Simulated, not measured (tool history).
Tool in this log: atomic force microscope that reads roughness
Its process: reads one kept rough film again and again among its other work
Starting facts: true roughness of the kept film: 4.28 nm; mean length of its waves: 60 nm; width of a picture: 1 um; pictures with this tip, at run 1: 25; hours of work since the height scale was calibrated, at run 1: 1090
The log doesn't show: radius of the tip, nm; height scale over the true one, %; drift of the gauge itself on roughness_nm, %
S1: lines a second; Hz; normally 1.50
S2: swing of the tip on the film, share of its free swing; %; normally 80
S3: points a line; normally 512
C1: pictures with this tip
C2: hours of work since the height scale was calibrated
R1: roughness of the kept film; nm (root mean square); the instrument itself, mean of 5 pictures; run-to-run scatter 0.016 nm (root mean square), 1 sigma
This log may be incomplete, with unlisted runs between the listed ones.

run,hour,S1,S2,S3,C1,C2,R1
1,0.0,1.50,80,512,25,1090,3.779
# hour 48.4: new tip fitted
2,51.3,3.49,80,512,5,1123,3.359
3,84.3,3.49,66,512,54,1145,3.736
# hour 111.2: new tip fitted
4,141.4,1.50,80,512,45,1182,3.767
# hour 176.5: new tip fitted
5,208.9,1.50,80,512,48,1226,3.754
# hour 244.3: new tip fitted
6,268.7,1.50,80,878,36,1265,3.764
# hour 309.8: new tip fitted
7,329.7,1.50,80,878,30,1305,3.785
# hour 374.5: new tip fitted
8,386.4,1.50,80,512,17,1341,3.759
# hour 443.0: new tip fitted
9,443.9,1.50,80,512,1,1379,3.744
10,487.8,2.20,80,512,66,1408,3.604
# hour 509.3: new tip fitted
11,517.9,0.71,80,512,13,1427,3.949
12,563.6,1.50,80,512,81,1457,3.778
# hour 572.1: new tip fitted
13,608.7,1.50,80,512,54,1486,3.767
# hour 637.7: new tip fitted
14,661.7,1.50,80,512,36,1521,3.795
# hour 700.7: new tip fitted
15,710.5,1.50,80,512,15,1553,3.765
16,754.3,1.50,61,512,80,1581,4.014
# hour 765.9: new tip fitted
17,817.0,1.50,61,512,76,1622,4.002
# hour 831.4: new tip fitted
18,863.8,1.50,61,512,48,1653,4.012
# hour 894.9: new tip fitted
19,918.4,1.50,61,512,35,1688,4.028
20,952.3,1.50,70,512,85,1710,3.882
# hour 960.4: new tip fitted
21,1016.5,1.50,71,512,83,1752,3.916
# hour 1027.2: new tip fitted
22,1058.6,1.50,62,512,47,1779,4.004
# hour 1093.0: new tip fitted
23,1093.0,1.50,62,512,0,1802,4.021
24,1130.7,1.50,62,512,56,1826,3.997
# hour 1159.3: new tip fitted
25,1168.5,1.50,62,512,14,1851,3.988
26,1219.4,0.53,80,512,90,1884,3.960
# hour 1225.9: new tip fitted
27,1283.1,0.53,80,512,84,1926,3.996
# hour 1294.4: new tip fitted
28,1330.8,0.52,57,797,54,1957,4.095
# hour 1361.1: new tip fitted
29,1361.1,0.52,57,797,0,1976,4.093
30,1399.1,0.85,70,710,56,2001,4.008
# hour 1426.5: new tip fitted
31,1450.7,0.85,70,710,36,2035,4.000
32,1483.8,2.23,70,581,85,2057,3.813
# hour 1491.7: new tip fitted
33,1525.6,1.67,85,512,50,2084,3.597
# hour 1554.5: new tip fitted
34,1554.5,1.54,80,512,0,2102,3.789
35,1585.2,1.54,80,512,45,2123,3.762
# hour 1619.2: new tip fitted
# hour 1650.2: height scale calibrated on a step standard
36,1652.5,0.54,56,512,48,1,4.106
# hour 1684.9: new tip fitted
37,1712.1,0.73,56,264,40,40,4.085
# hour 1748.2: new tip fitted
38,1765.7,3.69,56,434,26,75,3.927
# hour 1813.5: new tip fitted
39,1831.5,0.95,80,445,27,118,3.893
40,1871.1,0.95,80,445,86,144,3.873
# hour 1876.1: new tip fitted
41,1919.9,0.95,80,445,65,176,3.890
# hour 1941.9: new tip fitted
42,1961.5,1.78,80,707,30,203,3.706
43,1993.2,3.29,80,967,77,224,3.390
# hour 2008.6: new tip fitted
44,2033.9,1.63,80,428,37,250,3.731
# hour 2073.3: new tip fitted
45,2084.0,1.63,80,428,16,282,3.735
# hour 2138.2: new tip fitted
46,2138.2,1.50,86,550,0,318,3.647
47,2191.5,1.12,85,846,79,353,3.812

For each entry between runs, how does the tool's hidden state at the last listed run before it compare with that at the first listed run after it?
From run 1 to run 2: new tip fitted (hour 48.4)
  radius of the tip, nm: 7.2 -> 7
From run 3 to run 4: new tip fitted (hour 111.2)
  radius of the tip, nm: 7.3 -> 7.2
From run 4 to run 5: new tip fitted (hour 176.5)
  radius of the tip, nm: 7.2 -> 7.3
From run 5 to run 6: new tip fitted (hour 244.3)
  radius of the tip, nm: 7.3 -> 7.2
From run 6 to run 7: new tip fitted (hour 309.8)
  both runs share identical hidden conditions
From run 7 to run 8: new tip fitted (hour 374.5)
  radius of the tip, nm: 7.2 -> 7.1
From run 8 to run 9: new tip fitted (hour 443.0)
  radius of the tip, nm: 7.1 -> 7
From run 10 to run 11: new tip fitted (hour 509.3)
  radius of the tip, nm: 7.3 -> 7.1
From run 12 to run 13: new tip fitted (hour 572.1)
  radius of the tip, nm: 7.4 -> 7.3
From run 13 to run 14: new tip fitted (hour 637.7)
  radius of the tip, nm: 7.3 -> 7.2
From run 14 to run 15: new tip fitted (hour 700.7)
  radius of the tip, nm: 7.2 -> 7.1
From run 16 to run 17: new tip fitted (hour 765.9)
  both runs share identical hidden conditions
From run 17 to run 18: new tip fitted (hour 831.4)
  radius of the tip, nm: 7.4 -> 7.3
From run 18 to run 19: new tip fitted (hour 894.9)
  radius of the tip, nm: 7.3 -> 7.2
From run 20 to run 21: new tip fitted (hour 960.4)
  both runs share identical hidden conditions
From run 21 to run 22: new tip fitted (hour 1027.2)
  radius of the tip, nm: 7.4 -> 7.3
From run 22 to run 23: new tip fitted (hour 1093.0)
  radius of the tip, nm: 7.3 -> 7
From run 24 to run 25: new tip fitted (hour 1159.3)
  radius of the tip, nm: 7.3 -> 7.1
From run 26 to run 27: new tip fitted (hour 1225.9)
  radius of the tip, nm: 7.5 -> 7.4
From run 27 to run 28: new tip fitted (hour 1294.4)
  radius of the tip, nm: 7.4 -> 7.3
From run 28 to run 29: new tip fitted (hour 1361.1)
  radius of the tip, nm: 7.3 -> 7
From run 30 to run 31: new tip fitted (hour 1426.5)
  radius of the tip, nm: 7.3 -> 7.2
From run 32 to run 33: new tip fitted (hour 1491.7)
  radius of the tip, nm: 7.5 -> 7.3
From run 33 to run 34: new tip fitted (hour 1554.5)
  radius of the tip, nm: 7.3 -> 7
From run 35 to run 36: new tip fitted (hour 1619.2); height scale calibrated on a step standard (hour 1650.2)
  radius of the tip, nm: 7.2 -> 7.3; height scale over the true one, %: 0.02 -> 0
From run 36 to run 37: new tip fitted (hour 1684.9)
  radius of the tip, nm: 7.3 -> 7.2
From run 37 to run 38: new tip fitted (hour 1748.2)
  radius of the tip, nm: 7.2 -> 7.1
From run 38 to run 39: new tip fitted (hour 1813.5)
  radius of the tip, nm: 7.1 -> 7.2; height scale over the true one, %: 0 -> 0.01
From run 40 to run 41: new tip fitted (hour 1876.1)
  both runs share identical hidden conditions
From run 41 to run 42: new tip fitted (hour 1941.9)
  radius of the tip, nm: 7.4 -> 7.2
From run 43 to run 44: new tip fitted (hour 2008.6)
  radius of the tip, nm: 7.4 -> 7.2
From run 44 to run 45: new tip fitted (hour 2073.3)
  radius of the tip, nm: 7.2 -> 7.1
From run 45 to run 46: new tip fitted (hour 2138.2)
  radius of the tip, nm: 7.1 -> 7

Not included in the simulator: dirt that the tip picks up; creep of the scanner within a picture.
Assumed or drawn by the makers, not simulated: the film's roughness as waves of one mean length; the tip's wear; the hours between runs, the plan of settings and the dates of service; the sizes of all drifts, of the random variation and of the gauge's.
